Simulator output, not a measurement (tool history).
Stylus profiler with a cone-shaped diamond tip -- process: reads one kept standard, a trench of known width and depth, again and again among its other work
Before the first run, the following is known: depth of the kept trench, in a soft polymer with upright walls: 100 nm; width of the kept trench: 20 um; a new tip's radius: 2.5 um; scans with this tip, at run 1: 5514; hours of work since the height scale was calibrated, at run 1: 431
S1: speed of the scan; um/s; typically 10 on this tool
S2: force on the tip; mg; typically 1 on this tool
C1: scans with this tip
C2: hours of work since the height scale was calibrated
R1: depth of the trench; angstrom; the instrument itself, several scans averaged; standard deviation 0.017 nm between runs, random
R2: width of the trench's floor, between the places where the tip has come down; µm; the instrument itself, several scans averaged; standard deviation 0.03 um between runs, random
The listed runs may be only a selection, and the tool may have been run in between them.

run	day	S1	S2	C1	C2	R1	R2
1	0	10	1	5514	431	1010.3	17.75
2	2.167	10	1	5860	458	1010.4	17.69
3	4.442	4	1	6223	486	1010.3	17.61
4	6.721	4	1	6587	515	1010.6	17.55
5	10.875	28	1	7250	567	1010.7	17.32
6	13.196	28	1	7621	596	1010.7	17.28
7	15.758	10	1	8030	627	1011.2	17.36
8	19.358	10	1	8604	672	1011.2	17.36
# day 20.008: new tip fitted, height scale calibrated
9	23.033	22	1	483	38	1008.1	18.34
10	26.712	13	1	1070	84	1008.3	18.33
11	29.2	13	1	1467	115	1008.9	18.29
12	31.738	13	1	1872	146	1008.4	18.16
13	34.546	13	1	2321	181	1008.6	18.08
14	39.183	10	1	3061	239	1008.8	18.02
15	42.892	10	1	3652	285	1008.9	17.9
16	45.417	8	1	4056	317	1009.1	17.86
17	49.971	8	1	4783	374	1009.4	17.83
18	54.633	8	1	5527	432	1009.4	17.66
19	57.612	10	1.78	6003	469	1013.7	17.67
20	61.2	10	1.78	6576	514	1014	17.52
21	65.879	10	0.85	7322	572	1009.5	17.46
22	69.392	10	0.85	7883	616	1009.6	17.41
23	73.958	9	1	8612	673	1010.7	17.35
# day 74.442: new tip fitted, height scale calibrated
24	77.754	9	1	529	41	1008.5	18.4
25	81.388	9	1	1109	87	1008.8	18.34
26	85.45	9	1	1757	137	1009	18.23
27	87.662	3	1.96	2110	165	1013.8	18.16
28	90.596	16	1.15	2579	202	1009.8	18.06
29	93.825	11	0.61	3094	242	1006.6	17.96
30	98.208	6	1.02	3794	296	1009.6	17.9
31	101.862	4	0.98	4377	342	1009.5	17.89
32	104.208	18	1.6	4752	371	1013	17.73
33	109.171	19	1.24	5544	433	1011.5	17.67
34	113.783	2	1.25	6280	491	1011.6	17.64
35	117.95	3	0.44	6945	543	1006.2	17.54
36	120.892	33	1	7415	579	1010.3	17.29
37	124.083	4	1.38	7925	619	1012.7	17.42
38	128.712	8	1	8664	677	1010.6	17.31
# day 129.133: new tip fitted, height scale calibrated
39	131.033	8	1	303	24	1009.1	18.45
40	135.104	23	1.79	953	75	1013.1	18.3
41	139.438	4	0.77	1645	129	1007.7	18.32
42	143.346	6	0.89	2269	177	1008.8	18.13
43	146.233	6	0.89	2729	213	1009	18.09
44	150.946	2	0.43	3482	272	1006.3	17.98
45	155.575	2	0.43	4221	330	1006.2	17.95
46	158.925	19	1.2	4755	372	1011.3	17.73

What differs in the tool's unlogged condition from the final listed run ahead of each entry between runs to the first listed run following it?
From run 8 to run 9: new tip fitted, height scale calibrated (day 20.008)
  radius of the tip, um: 8.51 -> 2.8; height scale over the true one, %: 0.255 -> -0.04
  measured minus no-state result, R1: +2.5 -> -0.4 angstrom; R2: -1.2 -> -0.09 µm
From run 23 to run 24: new tip fitted, height scale calibrated (day 74.442)
  radius of the tip, um: 8.6 -> 2.89; height scale over the true one, %: 0.184 -> -0.017
  measured minus no-state result, R1: +1.9 -> -0.2 angstrom; R2: -1.22 -> -0.11 µm
From run 38 to run 39: new tip fitted, height scale calibrated (day 129.133)
  radius of the tip, um: 8.67 -> 2.68; height scale over the true one, %: 0.21 -> 0.038
  measured minus no-state result, R1: +2.1 -> +0.4 angstrom; R2: -1.22 -> -0.05 µm
